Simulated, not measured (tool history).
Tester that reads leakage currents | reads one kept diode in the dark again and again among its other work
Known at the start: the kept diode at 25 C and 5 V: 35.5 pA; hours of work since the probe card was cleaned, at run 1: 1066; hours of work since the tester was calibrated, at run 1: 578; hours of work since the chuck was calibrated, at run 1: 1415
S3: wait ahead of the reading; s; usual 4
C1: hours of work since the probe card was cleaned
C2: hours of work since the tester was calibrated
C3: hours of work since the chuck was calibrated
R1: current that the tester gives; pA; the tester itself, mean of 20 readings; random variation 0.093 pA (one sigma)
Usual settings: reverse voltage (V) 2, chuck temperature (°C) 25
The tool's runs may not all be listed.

{"run": 1, "hour": 0.0, "reverse voltage (V)": 2, "chuck temperature (°C)": 25, "S3": 4, "C1": 1066, "C2": 578, "C3": 1415, "R1": 26.08}
{"run": 2, "hour": 32.0, "reverse voltage (V)": 2, "chuck temperature (°C)": 25, "S3": 4, "C1": 1087, "C2": 599, "C3": 1435, "R1": 26.09}
{"run": 3, "hour": 56.9, "reverse voltage (V)": 2, "chuck temperature (°C)": 42, "S3": 4, "C1": 1103, "C2": 615, "C3": 1452, "R1": 84.22}
{"run": 4, "hour": 84.4, "reverse voltage (V)": 2, "chuck temperature (°C)": 42, "S3": 2.82, "C1": 1121, "C2": 633, "C3": 1469, "R1": 84.4}
{"run": 5, "hour": 98.0, "reverse voltage (V)": 2, "chuck temperature (°C)": 42, "S3": 2.82, "C1": 1130, "C2": 642, "C3": 1478, "R1": 84.32}
{"run": 6, "hour": 113.6, "reverse voltage (V)": 2, "chuck temperature (°C)": 42, "S3": 2.82, "C1": 1140, "C2": 652, "C3": 1488, "R1": 84.48}
{"run": 7, "hour": 130.5, "reverse voltage (V)": 2, "chuck temperature (°C)": 37, "S3": 4, "C1": 1151, "C2": 663, "C3": 1499, "R1": 60.38}
{"run": 8, "hour": 153.9, "reverse voltage (V)": 2, "chuck temperature (°C)": 25, "S3": 1.02, "C1": 1166, "C2": 678, "C3": 1515, "R1": 26.46}
{"run": 9, "hour": 180.0, "reverse voltage (V)": 2, "chuck temperature (°C)": 25, "S3": 4, "C1": 1183, "C2": 695, "C3": 1531, "R1": 25.86}
{"run": 10, "hour": 201.7, "reverse voltage (V)": 15.28, "chuck temperature (°C)": 25, "S3": 4, "C1": 1197, "C2": 709, "C3": 1546, "R1": 53.79}
{"run": 11, "hour": 224.1, "reverse voltage (V)": 11.97, "chuck temperature (°C)": 25, "S3": 4, "C1": 1212, "C2": 723, "C3": 1560, "R1": 49.08}
{"run": 12, "hour": 247.4, "reverse voltage (V)": 2, "chuck temperature (°C)": 25, "S3": 4, "C1": 1227, "C2": 739, "C3": 1575, "R1": 25.99}
{"run": 13, "hour": 278.8, "reverse voltage (V)": 18.71, "chuck temperature (°C)": 59, "S3": 0.69, "C1": 1247, "C2": 759, "C3": 1596, "R1": 534.84}
{"run": 14, "hour": 300.0, "reverse voltage (V)": 10.4, "chuck temperature (°C)": 25, "S3": 5.52, "C1": 1261, "C2": 773, "C3": 1609, "R1": 46.73}
{"run": 15, "hour": 333.3, "reverse voltage (V)": 4.71, "chuck temperature (°C)": 41, "S3": 0.6, "C1": 1283, "C2": 794, "C3": 1631, "R1": 108.24}
{"run": 16, "hour": 360.8, "reverse voltage (V)": 4.71, "chuck temperature (°C)": 41, "S3": 0.6, "C1": 1300, "C2": 812, "C3": 1649, "R1": 108.23}
{"hour": 369.7, "done": "probe card cleaned and baked"}
{"run": 17, "hour": 395.2, "reverse voltage (V)": 2, "chuck temperature (°C)": 35, "S3": 5, "C1": 17, "C2": 833, "C3": 1669, "R1": 52.78}
{"run": 18, "hour": 423.6, "reverse voltage (V)": 2, "chuck temperature (°C)": 31, "S3": 4, "C1": 35, "C2": 851, "C3": 1688, "R1": 39.95}
{"run": 19, "hour": 450.5, "reverse voltage (V)": 2, "chuck temperature (°C)": 39, "S3": 1.42, "C1": 52, "C2": 868, "C3": 1705, "R1": 69.7}
{"run": 20, "hour": 464.0, "reverse voltage (V)": 2, "chuck temperature (°C)": 39, "S3": 1.42, "C1": 61, "C2": 877, "C3": 1714, "R1": 69.62}
{"run": 21, "hour": 483.7, "reverse voltage (V)": 2, "chuck temperature (°C)": 39, "S3": 1.42, "C1": 74, "C2": 890, "C3": 1727, "R1": 69.33}
{"run": 22, "hour": 501.4, "reverse voltage (V)": 3.66, "chuck temperature (°C)": 59, "S3": 1.33, "C1": 86, "C2": 901, "C3": 1738, "R1": 300.64}
{"run": 23, "hour": 530.0, "reverse voltage (V)": 11.77, "chuck temperature (°C)": 25, "S3": 0.91, "C1": 104, "C2": 920, "C3": 1757, "R1": 50.88}
{"run": 24, "hour": 546.1, "reverse voltage (V)": 3.22, "chuck temperature (°C)": 25, "S3": 7.7, "C1": 115, "C2": 930, "C3": 1767, "R1": 30.66}

Hidden state at the last listed run before each entry between runs and at the first one after, where it differs:
Between runs 16 and 17: probe card cleaned and baked (hour 369.7)
  stray current of the dirty probe card, pA a volt: 0.028 -> 0.02
  measured less the result without the state, R1: +0.03 -> +0 pA

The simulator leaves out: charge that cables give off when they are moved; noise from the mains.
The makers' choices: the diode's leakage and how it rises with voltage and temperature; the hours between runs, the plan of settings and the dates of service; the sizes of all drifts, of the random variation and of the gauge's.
